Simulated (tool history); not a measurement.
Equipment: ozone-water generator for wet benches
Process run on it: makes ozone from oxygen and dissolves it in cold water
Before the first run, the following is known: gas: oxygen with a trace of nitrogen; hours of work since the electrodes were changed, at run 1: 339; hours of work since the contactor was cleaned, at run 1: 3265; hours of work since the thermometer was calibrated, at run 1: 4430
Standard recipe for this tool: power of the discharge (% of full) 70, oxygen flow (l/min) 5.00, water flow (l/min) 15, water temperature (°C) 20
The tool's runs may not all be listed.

run	day	power of the discharge (% of full)	oxygen flow (l/min)	water flow (l/min)	water temperature (°C)	hours of work since the electrodes were changed	hours of work since the contactor was cleaned	hours of work since the thermometer was calibrated	dissolved ozone (ppm)	ozone in the gas ahead of the water (g/m3)
1	0.000	70	5.00	15	20	339	3265	4430	17.8	172.3
2	1.579	70	5.00	15	20	366	3292	4456	17.9	172.4
3	3.338	70	5.00	15	20	396	3322	4486	17.8	172.2
4	4.417	51	5.00	15	20	414	3340	4504	14.5	137.2
5	6.650	51	5.00	15	20	451	3377	4542	14.4	137.7
6	8.600	51	5.00	15	20	484	3410	4575	14.1	137.3
7	10.188	52	4.61	15	20	511	3437	4601	14.5	144.4
8	11.288	70	5.00	15	18	530	3455	4620	18.3	169.8
9	12.471	62	5.44	15	18	549	3475	4640	17.0	152.4
10	14.142	62	5.44	15	18	578	3504	4668	16.7	153.1
11	16.450	62	5.44	15	18	617	3542	4707	16.8	151.7
# day 18.504: water thermometer calibrated
12	18.546	70	5.00	11	20	651	3577	1	21.6	170.5

Here are 3 independent what-if runs from the current tool condition. What would each one return?
A	20.333	84	5.00	15	20	682	3608	31	?	?
B	20.333	70	5.00	11	15	682	3608	31	?	?
C	20.333	94	6.29	20	20	682	3608	31	?	?

run	dissolved ozone (ppm)	ozone in the gas ahead of the water (g/m3)
A	20.5	196.3
B	23.8	170.8
C	18.3	190.1
What these runs would have given with no unlogged condition in the tool:
run	dissolved ozone (ppm)	ozone in the gas ahead of the water (g/m3)
A	21.9	202.0
B	25.4	175.2
C	19.6	195.9
